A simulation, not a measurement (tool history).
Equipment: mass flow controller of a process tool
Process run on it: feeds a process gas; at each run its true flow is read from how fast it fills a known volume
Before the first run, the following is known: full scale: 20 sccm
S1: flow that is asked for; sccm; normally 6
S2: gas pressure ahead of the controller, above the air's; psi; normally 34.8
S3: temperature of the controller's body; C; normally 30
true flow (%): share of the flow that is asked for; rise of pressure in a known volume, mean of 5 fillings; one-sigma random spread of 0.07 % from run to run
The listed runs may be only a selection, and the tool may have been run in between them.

Run 1, day 0.000: usual settings. Result: true flow (%) 99.30.
Run 2, day 4.142: usual settings. Result: true flow (%) 99.17.
Run 3, day 12.208: usual settings. Result: true flow (%) 99.37.
Run 4, day 20.462: usual settings but S1 17 sccm. Result: true flow (%) 100.15.
Run 5, day 27.492: usual settings but S1 17 sccm. Result: true flow (%) 100.35.
Run 6, day 37.129: usual settings but S1 17 sccm. Result: true flow (%) 100.23.
Run 7, day 45.246: usual settings but S1 17 sccm. Result: true flow (%) 100.56.
Run 8, day 54.238: usual settings. Result: true flow (%) 99.70.
Run 9, day 62.388: usual settings but S3 37 C. Result: true flow (%) 100.17.
Run 10, day 71.000: usual settings. Result: true flow (%) 99.76.
Run 11, day 75.983: usual settings. Result: true flow (%) 99.81.
Run 12, day 81.417: usual settings. Result: true flow (%) 99.97.
Run 13, day 89.967: usual settings. Result: true flow (%) 99.96.
Run 14, day 96.692: usual settings. Result: true flow (%) 100.02.
Run 15, day 101.979: usual settings. Result: true flow (%) 100.11.
Run 16, day 110.388: usual settings. Result: true flow (%) 100.26.
Run 17, day 115.488: usual settings. Result: true flow (%) 100.19.
Run 18, day 121.221: usual settings. Result: true flow (%) 100.27.
Run 19, day 131.046: usual settings but S2 32.2 psi. Result: true flow (%) 100.32.
Run 20, day 137.896: usual settings but S2 32.2 psi. Result: true flow (%) 100.27.
Run 21, day 144.254: usual settings but S2 21.0 psi. Result: true flow (%) 100.26.
Run 22, day 150.771: usual settings but S2 21.0 psi. Result: true flow (%) 100.34.
Run 23, day 157.992: usual settings but S3 38 C. Result: true flow (%) 100.85.
Run 24, day 162.700: usual settings but S3 25 C. Result: true flow (%) 100.37.
Run 25, day 172.058: usual settings but S1 2 sccm. Result: true flow (%) 100.34.
Run 26, day 181.038: usual settings but S1 2 sccm. Result: true flow (%) 100.48.
Run 27, day 187.962: usual settings but S1 2 sccm, S2 27.7 psi. Result: true flow (%) 100.45.
Run 28, day 192.400: usual settings but S1 17 sccm. Result: true flow (%) 101.58.
Run 29, day 199.400: usual settings but S2 26.0 psi. Result: true flow (%) 100.84.
Run 30, day 204.025: usual settings but S1 11 sccm, S2 33.5 psi, S3 38 C. Result: true flow (%) 101.71.
Run 31, day 212.462: usual settings but S1 11 sccm, S2 33.5 psi, S3 38 C. Result: true flow (%) 101.76.
Run 32, day 219.596: usual settings but S1 2 sccm, S2 29.3 psi, S3 21 C. Result: true flow (%) 100.37.
Run 33, day 226.746: usual settings but S1 2 sccm, S2 29.3 psi, S3 21 C. Result: true flow (%) 100.35.
Run 34, day 231.325: usual settings but S1 10 sccm, S2 23.9 psi, S3 23 C. Result: true flow (%) 101.15.
Run 35, day 241.054: usual settings but S1 10 sccm, S2 23.9 psi, S3 23 C. Result: true flow (%) 101.14.

What will run 36 give?
Run 36, day 247.271: usual settings but S1 7 sccm, S3 33 C. Result: true flow (%) ?.

true flow (%): 101.58
With the hidden condition absent and the run-to-run variation left alone, this run would have shown true flow (%) 99.43.
